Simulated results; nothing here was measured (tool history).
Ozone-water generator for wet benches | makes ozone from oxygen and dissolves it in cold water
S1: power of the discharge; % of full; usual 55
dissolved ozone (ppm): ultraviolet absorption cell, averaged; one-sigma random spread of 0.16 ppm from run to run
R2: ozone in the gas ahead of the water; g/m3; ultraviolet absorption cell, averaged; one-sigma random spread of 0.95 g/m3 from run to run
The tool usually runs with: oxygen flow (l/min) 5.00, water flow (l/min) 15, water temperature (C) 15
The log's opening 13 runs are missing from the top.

{"run": 14, "hour": 588.3, "S1": 98, "oxygen flow (l/min)": 5.0, "water flow (l/min)": 15, "water temperature (C)": 15, "dissolved ozone (ppm)": 29.6, "R2": 234.4}
{"run": 15, "hour": 631.9, "S1": 55, "oxygen flow (l/min)": 5.0, "water flow (l/min)": 15, "water temperature (C)": 15, "dissolved ozone (ppm)": 19.7, "R2": 156.3}
{"run": 16, "hour": 690.4, "S1": 87, "oxygen flow (l/min)": 5.0, "water flow (l/min)": 15, "water temperature (C)": 15, "dissolved ozone (ppm)": 27.0, "R2": 214.4}
{"run": 17, "hour": 745.1, "S1": 87, "oxygen flow (l/min)": 5.0, "water flow (l/min)": 15, "water temperature (C)": 15, "dissolved ozone (ppm)": 27.2, "R2": 213.4}
{"run": 18, "hour": 781.1, "S1": 55, "oxygen flow (l/min)": 5.0, "water flow (l/min)": 14, "water temperature (C)": 15, "dissolved ozone (ppm)": 20.7, "R2": 155.3}
{"run": 19, "hour": 829.8, "S1": 79, "oxygen flow (l/min)": 5.0, "water flow (l/min)": 14, "water temperature (C)": 15, "dissolved ozone (ppm)": 26.8, "R2": 198.8}
{"run": 20, "hour": 859.9, "S1": 78, "oxygen flow (l/min)": 5.0, "water flow (l/min)": 10, "water temperature (C)": 15, "dissolved ozone (ppm)": 34.1, "R2": 197.1}
{"run": 21, "hour": 921.4, "S1": 78, "oxygen flow (l/min)": 2.61, "water flow (l/min)": 14, "water temperature (C)": 15, "dissolved ozone (ppm)": 23.3, "R2": 254.7}
{"run": 22, "hour": 983.1, "S1": 78, "oxygen flow (l/min)": 2.61, "water flow (l/min)": 14, "water temperature (C)": 15, "dissolved ozone (ppm)": 23.4, "R2": 252.9}
{"run": 23, "hour": 1026.9, "S1": 55, "oxygen flow (l/min)": 5.0, "water flow (l/min)": 14, "water temperature (C)": 15, "dissolved ozone (ppm)": 20.5, "R2": 154.6}
{"run": 24, "hour": 1093.1, "S1": 69, "oxygen flow (l/min)": 4.2, "water flow (l/min)": 22, "water temperature (C)": 21, "dissolved ozone (ppm)": 14.7, "R2": 193.7}
{"run": 25, "hour": 1161.6, "S1": 52, "oxygen flow (l/min)": 5.0, "water flow (l/min)": 21, "water temperature (C)": 20, "dissolved ozone (ppm)": 13.4, "R2": 148.2}
{"run": 26, "hour": 1201.2, "S1": 55, "oxygen flow (l/min)": 7.08, "water flow (l/min)": 15, "water temperature (C)": 13, "dissolved ozone (ppm)": 20.9, "R2": 134.5}
{"run": 27, "hour": 1244.1, "S1": 74, "oxygen flow (l/min)": 8.66, "water flow (l/min)": 15, "water temperature (C)": 9, "dissolved ozone (ppm)": 27.4, "R2": 152.5}
{"run": 28, "hour": 1312.2, "S1": 50, "oxygen flow (l/min)": 7.56, "water flow (l/min)": 15, "water temperature (C)": 19, "dissolved ozone (ppm)": 17.6, "R2": 124.2}
{"run": 29, "hour": 1353.9, "S1": 74, "oxygen flow (l/min)": 2.51, "water flow (l/min)": 13, "water temperature (C)": 10, "dissolved ozone (ppm)": 24.9, "R2": 246.9}
{"run": 30, "hour": 1415.3, "S1": 74, "oxygen flow (l/min)": 2.51, "water flow (l/min)": 13, "water temperature (C)": 10, "dissolved ozone (ppm)": 25.0, "R2": 248.1}
{"run": 31, "hour": 1454.1, "S1": 84, "oxygen flow (l/min)": 5.0, "water flow (l/min)": 15, "water temperature (C)": 11, "dissolved ozone (ppm)": 27.1, "R2": 203.5}
{"run": 32, "hour": 1514.1, "S1": 55, "oxygen flow (l/min)": 5.0, "water flow (l/min)": 12, "water temperature (C)": 15, "dissolved ozone (ppm)": 23.1, "R2": 153.5}
{"run": 33, "hour": 1543.3, "S1": 65, "oxygen flow (l/min)": 5.0, "water flow (l/min)": 12, "water temperature (C)": 20, "dissolved ozone (ppm)": 23.6, "R2": 171.6}
{"run": 34, "hour": 1587.1, "S1": 65, "oxygen flow (l/min)": 5.0, "water flow (l/min)": 12, "water temperature (C)": 20, "dissolved ozone (ppm)": 23.1, "R2": 170.4}

Below are 3 alternative next runs, each starting from the tool's condition after run 34. Predict each:
{"run": "A", "hour": 1649.6, "S1": 55, "oxygen flow (l/min)": 5.0, "water flow (l/min)": 14, "water temperature (C)": 14, "dissolved ozone (ppm)": "?", "R2": "?"}
{"run": "B", "hour": 1649.6, "S1": 42, "oxygen flow (l/min)": 5.0, "water flow (l/min)": 15, "water temperature (C)": 15, "dissolved ozone (ppm)": "?", "R2": "?"}
{"run": "C", "hour": 1649.6, "S1": 55, "oxygen flow (l/min)": 4.28, "water flow (l/min)": 11, "water temperature (C)": 22, "dissolved ozone (ppm)": "?", "R2": "?"}

run=A dissolved_ozone_(ppm)=20.6 R2=154.6
run=B dissolved_ozone_(ppm)=15.8 R2=127.1
run=C dissolved_ozone_(ppm)=21.4 R2=162.5
Without the tool's unlogged condition, the same runs would have read:
run=A dissolved_ozone_(ppm)=22.4 R2=163.5
run=B dissolved_ozone_(ppm)=17.0 R2=132.8
run=C dissolved_ozone_(ppm)=23.2 R2=172.0
